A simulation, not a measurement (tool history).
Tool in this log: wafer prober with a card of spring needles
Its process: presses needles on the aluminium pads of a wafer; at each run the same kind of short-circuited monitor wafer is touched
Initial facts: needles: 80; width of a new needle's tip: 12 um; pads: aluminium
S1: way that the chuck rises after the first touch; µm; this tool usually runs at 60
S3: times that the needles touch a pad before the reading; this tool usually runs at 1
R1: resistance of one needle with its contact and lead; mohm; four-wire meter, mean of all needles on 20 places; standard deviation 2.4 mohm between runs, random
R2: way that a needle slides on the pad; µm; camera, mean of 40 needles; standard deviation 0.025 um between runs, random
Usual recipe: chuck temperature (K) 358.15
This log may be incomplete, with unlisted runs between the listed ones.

{"run": 1, "day": 0.0, "S1": 60, "chuck temperature (K)": 358.15, "S3": 1, "R1": 268, "R2": 7.78}
{"day": 0.708, "done": "tips cleaned on abrasive film"}
{"run": 2, "day": 0.858, "S1": 60, "chuck temperature (K)": 358.15, "S3": 1, "R1": 268, "R2": 7.79}
{"run": 3, "day": 1.296, "S1": 60, "chuck temperature (K)": 358.15, "S3": 1, "R1": 272, "R2": 7.75}
{"run": 4, "day": 1.704, "S1": 60, "chuck temperature (K)": 358.15, "S3": 1, "R1": 271, "R2": 7.77}
{"day": 1.892, "done": "tips cleaned on abrasive film"}
{"run": 5, "day": 2.392, "S1": 60, "chuck temperature (K)": 358.15, "S3": 1, "R1": 272, "R2": 7.8}
{"run": 6, "day": 2.8, "S1": 60, "chuck temperature (K)": 358.15, "S3": 1, "R1": 272, "R2": 7.77}
{"day": 3.096, "done": "tips cleaned on abrasive film"}
{"run": 7, "day": 3.629, "S1": 60, "chuck temperature (K)": 380.15, "S3": 1, "R1": 278, "R2": 7.72}
{"day": 4.283, "done": "tips cleaned on abrasive film"}
{"run": 8, "day": 4.379, "S1": 60, "chuck temperature (K)": 380.15, "S3": 1, "R1": 277, "R2": 7.65}
{"run": 9, "day": 4.979, "S1": 60, "chuck temperature (K)": 380.15, "S3": 1, "R1": 269, "R2": 7.71}
{"day": 5.454, "done": "tips cleaned on abrasive film"}
{"run": 10, "day": 5.454, "S1": 60, "chuck temperature (K)": 380.15, "S3": 1, "R1": 277, "R2": 7.77}
{"run": 11, "day": 5.95, "S1": 60, "chuck temperature (K)": 380.15, "S3": 1, "R1": 275, "R2": 7.71}
{"day": 6.092, "done": "height of the first contact set anew"}
{"day": 6.638, "done": "tips cleaned on abrasive film"}
{"run": 12, "day": 6.638, "S1": 60, "chuck temperature (K)": 380.15, "S3": 1, "R1": 276, "R2": 7.71}
{"run": 13, "day": 7.546, "S1": 60, "chuck temperature (K)": 350.15, "S3": 1, "R1": 268, "R2": 7.68}
{"day": 7.854, "done": "tips cleaned on abrasive film"}
{"run": 14, "day": 8.538, "S1": 60, "chuck temperature (K)": 358.15, "S3": 1, "R1": 270, "R2": 7.73}
{"day": 9.058, "done": "tips cleaned on abrasive film"}
{"run": 15, "day": 9.258, "S1": 60, "chuck temperature (K)": 358.15, "S3": 1, "R1": 269, "R2": 7.68}
{"run": 16, "day": 9.962, "S1": 74, "chuck temperature (K)": 358.15, "S3": 1, "R1": 274, "R2": 9.45}
{"day": 10.258, "done": "tips cleaned on abrasive film"}
{"run": 17, "day": 10.904, "S1": 74, "chuck temperature (K)": 358.15, "S3": 1, "R1": 270, "R2": 9.44}
{"run": 18, "day": 11.371, "S1": 60, "chuck temperature (K)": 371.15, "S3": 1, "R1": 277, "R2": 7.64}
{"day": 11.433, "done": "tips cleaned on abrasive film"}
{"run": 19, "day": 11.804, "S1": 60, "chuck temperature (K)": 390.15, "S3": 1, "R1": 278, "R2": 7.68}
{"run": 20, "day": 12.412, "S1": 60, "chuck temperature (K)": 328.15, "S3": 1, "R1": 268, "R2": 7.66}
{"day": 12.617, "done": "tips cleaned on abrasive film"}
{"run": 21, "day": 12.867, "S1": 76, "chuck temperature (K)": 328.15, "S3": 1, "R1": 255, "R2": 9.65}
{"day": 13.242, "done": "gauge calibrated"}
{"run": 22, "day": 13.4, "S1": 77, "chuck temperature (K)": 358.15, "S3": 2, "R1": 263, "R2": 10}
{"day": 13.833, "done": "tips cleaned on abrasive film"}
{"run": 23, "day": 14.012, "S1": 48, "chuck temperature (K)": 358.15, "S3": 1, "R1": 274, "R2": 6.23}
{"run": 24, "day": 14.75, "S1": 60, "chuck temperature (K)": 378.15, "S3": 1, "R1": 275, "R2": 7.78}
{"day": 15.079, "done": "tips cleaned on abrasive film"}
{"run": 25, "day": 15.392, "S1": 80, "chuck temperature (K)": 358.15, "S3": 1, "R1": 264, "R2": 10.31}
{"run": 26, "day": 15.9, "S1": 52, "chuck temperature (K)": 358.15, "S3": 2, "R1": 273, "R2": 6.71}
{"day": 16.304, "done": "tips cleaned on abrasive film"}
{"run": 27, "day": 16.358, "S1": 52, "chuck temperature (K)": 358.15, "S3": 2, "R1": 271, "R2": 6.7}
{"run": 28, "day": 16.804, "S1": 64, "chuck temperature (K)": 320.15, "S3": 1, "R1": 261, "R2": 8.26}
{"run": 29, "day": 17.425, "S1": 64, "chuck temperature (K)": 320.15, "S3": 1, "R1": 263, "R2": 8.28}
{"day": 17.5, "done": "tips cleaned on abrasive film"}
{"run": 30, "day": 18.342, "S1": 57, "chuck temperature (K)": 334.15, "S3": 2, "R1": 266, "R2": 7.34}
{"day": 18.712, "done": "tips cleaned on abrasive film"}
{"run": 31, "day": 18.829, "S1": 71, "chuck temperature (K)": 324.15, "S3": 2, "R1": 259, "R2": 9.13}
{"run": 32, "day": 19.712, "S1": 71, "chuck temperature (K)": 308.15, "S3": 1, "R1": 254, "R2": 9.12}
{"day": 19.908, "done": "tips cleaned on abrasive film"}
{"run": 33, "day": 20.292, "S1": 55, "chuck temperature (K)": 332.15, "S3": 1, "R1": 264, "R2": 7.05}

Results per run with the tool's hidden condition removed, run-to-run variation unchanged:
What the log doesn't record here: debris on the tips, nm; way that the needles fall short of the set height, um; tips' diameter, um; drift of the gauge itself on contact_mohm, %; drift of the gauge itself on scrub_um, %.
run=1 R2=7.79
run=2 R2=7.8
run=3 R2=7.77
run=4 R2=7.79
run=5 R2=7.83
run=6 R2=7.81
run=7 R2=7.77
run=8 R2=7.71
run=9 R2=7.77
run=10 R2=7.84
run=11 R2=7.78
run=12 R2=7.79
run=13 R2=7.78
run=14 R2=7.84
run=15 R2=7.8
run=16 R2=9.6
run=17 R2=9.6
run=18 R2=7.78
run=19 R2=7.82
run=20 R2=7.82
run=21 R2=9.85
run=22 R2=10
run=23 R2=6.24
run=24 R2=7.8
run=25 R2=10.35
run=26 R2=6.74
run=27 R2=6.74
run=28 R2=8.3
run=29 R2=8.33
run=30 R2=7.4
run=31 R2=9.22
run=32 R2=9.21
run=33 R2=7.13
R1: at most 1 mohm away from the measurement, every run.
